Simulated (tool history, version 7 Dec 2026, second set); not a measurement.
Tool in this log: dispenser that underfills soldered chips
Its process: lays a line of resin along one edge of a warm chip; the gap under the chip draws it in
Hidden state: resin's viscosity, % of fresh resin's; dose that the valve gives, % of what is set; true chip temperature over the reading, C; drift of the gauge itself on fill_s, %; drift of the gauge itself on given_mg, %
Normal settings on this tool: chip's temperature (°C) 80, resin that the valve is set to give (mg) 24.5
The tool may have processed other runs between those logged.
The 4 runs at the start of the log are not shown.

| run | hour | chip's temperature (°C) | resin that the valve is set to give (mg) | hours of work since the syringe was changed | hours of work since the valve was cleaned | hours of work since the stage was calibrated | time until the resin shows at the far edge (s) | resin that the valve gave (mg) |
|---|---|---|---|---|---|---|---|---|
|  | 34.9 | new syringe of resin |
| 5 | 40.1 | 80 | 24.5 | 4 | 23 | 195 | 75.7 | 24.04 |
|  | 43.9 | new syringe of resin |
| 6 | 48.4 | 80 | 24.5 | 3 | 29 | 201 | 72.1 | 23.99 |
|  | 52.1 | new syringe of resin |
|  | 60.4 | new syringe of resin |
| 7 | 60.4 | 80 | 30.5 | 0 | 37 | 209 | 58.9 | 29.59 |
|  | 68.9 | new syringe of resin |
| 8 | 68.9 | 80 | 30.5 | 0 | 43 | 215 | 59.0 | 29.44 |
|  | 77.5 | new syringe of resin |
| 9 | 82.7 | 80 | 30.5 | 4 | 53 | 225 | 73.8 | 29.15 |
|  | 85.8 | new syringe of resin |
| 10 | 93.2 | 80 | 30.5 | 5 | 60 | 233 | 81.6 | 29.00 |
|  | 94.1 | new syringe of resin |
| 11 | 101.0 | 80 | 30.5 | 5 | 66 | 238 | 80.7 | 28.72 |
|  | 102.3 | new syringe of resin |
|  | 111.3 | new syringe of resin |
| 12 | 113.5 | 80 | 30.5 | 2 | 74 | 247 | 64.6 | 28.65 |
|  | 120.4 | new syringe of resin |
| 13 | 126.3 | 80 | 30.5 | 4 | 83 | 256 | 76.6 | 28.44 |
|  | 129.2 | new syringe of resin |
|  | 138.4 | new syringe of resin |
| 14 | 140.4 | 80 | 30.5 | 1 | 93 | 266 | 64.3 | 28.05 |
|  | 146.7 | new syringe of resin |
| 15 | 151.7 | 80 | 30.5 | 4 | 101 | 274 | 74.4 | 28.12 |
|  | 153.6 | dispensing valve cleaned and set on the balance |
|  | 156.0 | new syringe of resin |
| 16 | 160.0 | 73 | 24.5 | 3 | 4 | 279 | 89.1 | 24.36 |
|  | 164.5 | new syringe of resin |
|  | 173.3 | new syringe of resin |
| 17 | 173.5 | 73 | 24.5 | 0 | 14 | 288 | 80.3 | 24.09 |
| 18 | 180.1 | 73 | 24.5 | 5 | 19 | 293 | 105.2 | 24.04 |
|  | 181.6 | new syringe of resin |
|  | 190.4 | new syringe of resin |
| 19 | 194.3 | 79 | 24.5 | 3 | 28 | 303 | 73.9 | 23.76 |
|  | 199.2 | new syringe of resin |
| 20 | 204.3 | 77 | 24.0 | 4 | 35 | 310 | 82.1 | 23.31 |

Forecast run 21:
|  | 207.6 | new syringe of resin |
|  | 216.2 | new syringe of resin |
| 21 | 216.9 | 65 | 30.4 | 0 | 44 | 318 | ? | ? |

time until the resin shows at the far edge (s): 105.6
resin that the valve gave (mg): 29.17
If the tool had no hidden condition, the same run with the same run-to-run variation would have returned time until the resin shows at the far edge (s) 95.3, resin that the valve gave (mg) 30.44.

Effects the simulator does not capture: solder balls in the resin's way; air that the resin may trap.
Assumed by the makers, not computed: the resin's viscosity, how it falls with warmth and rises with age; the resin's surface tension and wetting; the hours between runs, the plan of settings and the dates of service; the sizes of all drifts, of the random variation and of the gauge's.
